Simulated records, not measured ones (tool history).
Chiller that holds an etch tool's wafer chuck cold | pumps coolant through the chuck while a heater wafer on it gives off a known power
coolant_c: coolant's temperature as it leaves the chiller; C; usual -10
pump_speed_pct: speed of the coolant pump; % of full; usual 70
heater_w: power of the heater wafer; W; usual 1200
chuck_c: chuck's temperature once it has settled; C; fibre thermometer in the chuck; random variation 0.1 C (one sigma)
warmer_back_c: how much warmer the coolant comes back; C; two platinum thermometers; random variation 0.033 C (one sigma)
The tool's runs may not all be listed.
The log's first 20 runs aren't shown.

run	hour	coolant_c	pump_speed_pct	heater_w	chuck_c	warmer_back_c
21	2489.4	-10	86	1071	-1.4	3.87
22	2648	-15	88	1200	-5.4	4.2
23	2790.5	-12	83	1219	-2	4.62
24	2965.5	-12	83	1219	-1.7	4.57
25	3141.7	-10	86	1538	2.6	5.55
26	3318.9	-10	86	1538	2.6	5.64
27	3397	-10	86	1538	2.6	5.63
28	3577.1	-7	86	1316	3.7	4.87
29	3673	-7	86	1316	4	4.84
30	3796.9	-7	86	1316	4	4.92
31	3902	-11	99	1316	-1	4.18
32	4002.1	-11	99	1316	-0.8	4.17

Forecast each of these 4 alternatives for the next run:
# hour 4032.3: chiller's thermometer calibrated
A	4124.9	-12	69	1656	?	?
# hour 4032.3: chiller's thermometer calibrated
B	4124.9	-11	99	1522	?	?
# hour 4032.3: chiller's thermometer calibrated
C	4124.9	-18	93	1126	?	?
# hour 4032.3: chiller's thermometer calibrated
D	4124.9	-10	70	1162	?	?

run	chuck_c	warmer_back_c
A	3.6	7.85
B	0.1	4.85
C	-9.6	3.88
D	0.9	5.39
Without the tool's hidden state the same runs would have given:
run	chuck_c	warmer_back_c
A	1	6.46
B	-1.7	3.98
C	-11	3.2
D	-0.9	4.43

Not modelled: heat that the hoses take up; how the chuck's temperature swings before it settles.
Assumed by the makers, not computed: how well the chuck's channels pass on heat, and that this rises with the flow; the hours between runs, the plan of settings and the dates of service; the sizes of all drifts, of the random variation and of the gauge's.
